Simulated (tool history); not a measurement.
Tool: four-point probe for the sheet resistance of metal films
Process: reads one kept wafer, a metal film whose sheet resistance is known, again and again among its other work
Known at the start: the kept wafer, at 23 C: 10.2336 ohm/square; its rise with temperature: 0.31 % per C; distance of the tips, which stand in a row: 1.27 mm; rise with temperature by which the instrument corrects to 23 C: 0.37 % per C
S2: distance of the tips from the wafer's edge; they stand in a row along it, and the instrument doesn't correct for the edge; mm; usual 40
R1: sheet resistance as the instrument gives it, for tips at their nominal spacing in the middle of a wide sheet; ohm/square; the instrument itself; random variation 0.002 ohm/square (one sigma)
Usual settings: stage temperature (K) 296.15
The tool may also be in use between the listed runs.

Run 1, hour 0: usual settings. Result: R1 10.306568 ohm/square.
Run 2, hour 41.8: usual settings. Result: R1 10.30712 ohm/square.
Run 3, hour 77.2: usual settings. Result: R1 10.310856 ohm/square.
Run 4, hour 122.8: usual settings. Result: R1 10.313369 ohm/square.
At hour 126.5: stage's thermometer calibrated.
Run 5, hour 178.4: usual settings. Result: R1 10.312052 ohm/square.
At hour 223.3: stage's thermometer calibrated, once more.
Run 6, hour 242.3: usual settings. Result: R1 10.311457 ohm/square.
Run 7, hour 300.5: usual settings. Result: R1 10.30826 ohm/square.
Run 8, hour 349.9: usual settings but stage temperature (K) 294.15, S2 14 mm. Result: R1 10.361541 ohm/square.
Run 9, hour 399.9: usual settings but stage temperature (K) 294.15, S2 14 mm. Result: R1 10.369033 ohm/square.
Run 10, hour 446: usual settings but stage temperature (K) 295.15, S2 14 mm. Result: R1 10.360824 ohm/square.
Run 11, hour 480.2: usual settings but stage temperature (K) 295.15, S2 14 mm. Result: R1 10.36331 ohm/square.
Run 12, hour 535.2: usual settings but stage temperature (K) 295.15, S2 14 mm. Result: R1 10.3596 ohm/square.
Run 13, hour 582.3: usual settings but stage temperature (K) 295.15, S2 14 mm. Result: R1 10.362306 ohm/square.
Run 14, hour 625.5: usual settings but stage temperature (K) 295.15, S2 57 mm. Result: R1 10.322597 ohm/square.

Some steps in R1 between neighbouring runs. How much of each would the tool show without its hidden state too (settings, what came in, random variation), and how much is left for the hidden state, with any gauge scatter that isn't in both results?
The hidden state here: inner tips' distance over the nominal, %; tips' flats over new ones', %; wafer's true temperature over the reading, C; drift of the gauge itself on sheet_ohm, %.
Run 5 -> 6: stage's thermometer calibrated, once more. R1 -0.000595 ohm/square: hidden state -0.002302, all else +0.001707.
Run 7 -> 8: stage temperature (K) 296.15 -> 294.15, S2 40 -> 14. R1 +0.053281 ohm/square: hidden state +0.001388, all else +0.051893.
